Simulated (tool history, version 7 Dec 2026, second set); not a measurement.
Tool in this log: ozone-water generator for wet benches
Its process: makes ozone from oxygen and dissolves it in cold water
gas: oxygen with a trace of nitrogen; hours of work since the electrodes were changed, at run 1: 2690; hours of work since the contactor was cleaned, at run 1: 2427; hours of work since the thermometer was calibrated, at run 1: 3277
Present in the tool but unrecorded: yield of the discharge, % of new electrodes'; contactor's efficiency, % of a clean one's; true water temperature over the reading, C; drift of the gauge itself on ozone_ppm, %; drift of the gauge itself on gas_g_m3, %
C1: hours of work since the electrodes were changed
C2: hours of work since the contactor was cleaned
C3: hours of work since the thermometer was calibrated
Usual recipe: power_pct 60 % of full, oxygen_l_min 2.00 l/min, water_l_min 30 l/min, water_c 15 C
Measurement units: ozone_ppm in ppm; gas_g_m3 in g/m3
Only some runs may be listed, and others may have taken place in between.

run 1 hour=0.0 | power_pct=60 oxygen_l_min=2.00 water_l_min=30 water_c=15 | C1=2690 C2=2427 C3=3277 | ozone_ppm=7.8 gas_g_m3=181.2
run 2 hour=63.6 | power_pct=60 oxygen_l_min=2.84 water_l_min=30 water_c=15 | C1=2733 C2=2471 C3=3320 | ozone_ppm=8.7 gas_g_m3=153.8
run 3 hour=181.4 | power_pct=60 oxygen_l_min=2.00 water_l_min=30 water_c=15 | C1=2814 C2=2551 C3=3401 | ozone_ppm=7.8 gas_g_m3=181.7
run 4 hour=267.5 | power_pct=93 oxygen_l_min=2.00 water_l_min=30 water_c=15 | C1=2872 C2=2610 C3=3459 | ozone_ppm=9.8 gas_g_m3=226.1
run 5 hour=359.4 | power_pct=93 oxygen_l_min=2.00 water_l_min=30 water_c=15 | C1=2935 C2=2673 C3=3522 | ozone_ppm=9.9 gas_g_m3=228.4
-- hour=368.6 contactor cleaned
run 6 hour=437.6 | power_pct=60 oxygen_l_min=2.00 water_l_min=30 water_c=15 | C1=2986 C2=47 C3=3573 | ozone_ppm=7.6 gas_g_m3=178.7
run 7 hour=531.7 | power_pct=60 oxygen_l_min=2.00 water_l_min=30 water_c=15 | C1=3050 C2=111 C3=3637 | ozone_ppm=7.5 gas_g_m3=176.3
run 8 hour=644.8 | power_pct=81 oxygen_l_min=3.21 water_l_min=25 water_c=12 | C1=3127 C2=188 C3=3714 | ozone_ppm=12.8 gas_g_m3=164.0
run 9 hour=753.9 | power_pct=81 oxygen_l_min=3.21 water_l_min=25 water_c=12 | C1=3201 C2=263 C3=3788 | ozone_ppm=12.7 gas_g_m3=165.3
run 10 hour=813.7 | power_pct=51 oxygen_l_min=2.00 water_l_min=30 water_c=15 | C1=3242 C2=304 C3=3829 | ozone_ppm=6.7 gas_g_m3=162.0

Run 11 has not been measured yet. What should we expect?
-- hour=825.9 contactor cleaned, once more
run 11 hour=894.6 | power_pct=58 oxygen_l_min=2.38 water_l_min=44 water_c=11 | C1=3295 C2=47 C3=3882 | ozone_ppm=? gas_g_m3=?

{"run 11": {"ozone_ppm": 5.4, "gas_g_m3": 157.1}}
On a tool with no hidden condition, and with the same random variation, this run would have come out at ozone_ppm 6.6 ppm, gas_g_m3 189.1 g/m3.
